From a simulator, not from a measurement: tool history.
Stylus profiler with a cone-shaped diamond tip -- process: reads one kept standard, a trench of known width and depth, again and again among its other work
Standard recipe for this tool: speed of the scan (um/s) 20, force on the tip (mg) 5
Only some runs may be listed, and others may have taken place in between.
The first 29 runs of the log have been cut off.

run,hour,speed of the scan (um/s),force on the tip (mg),depth of the trench (Å),width of the trench's floor (µm)
30,409,11,8.78,2070.4,47.19
31,428.4,11,8.78,2069.5,47.16
32,444.1,11,8.78,2071.1,47.21
33,465,11,8.78,2069.9,47.17
34,484.3,11,8.78,2069.8,47.16
35,493.4,44,7.09,2060.7,47.03
36,509.8,20,2.48,2030.1,47.07
37,521.9,20,12.58,2088.6,47.17
38,533.5,42,9.02,2071.6,47.11
39,548.8,11,4.72,2044.7,47.14
40,570.4,11,4.72,2046.3,47.12
41,587,19,10.86,2081.1,47.15
42,601.8,7,10.2,2077.5,47.2
43,617.3,9,3.23,2036.4,47.15
44,635.4,9,3.23,2035.4,47.15
45,645.4,70,11.37,2082.9,46.99
46,656.4,70,11.37,2084,47.02

5 ways to go on from here, each from the tool as it stands after run 46. What would each give?
A,676.7,16,3.65,?,?
B,676.7,70,2.67,?,?
C,676.7,10,13.98,?,?
D,676.7,14,4.63,?,?
E,676.7,53,1.72,?,?

run,depth of the trench (Å),width of the trench's floor (µm)
A,2037.7,47.13
B,2032.2,46.79
C,2096.3,47.12
D,2045.2,47.12
E,2023.3,46.81
Had the tool no hidden state, the same runs would have come out as:
run,depth of the trench (Å),width of the trench's floor (µm)
A,2037.7,47.13
B,2032.2,46.79
C,2096.3,47.13
D,2045.2,47.13
E,2023.3,46.82

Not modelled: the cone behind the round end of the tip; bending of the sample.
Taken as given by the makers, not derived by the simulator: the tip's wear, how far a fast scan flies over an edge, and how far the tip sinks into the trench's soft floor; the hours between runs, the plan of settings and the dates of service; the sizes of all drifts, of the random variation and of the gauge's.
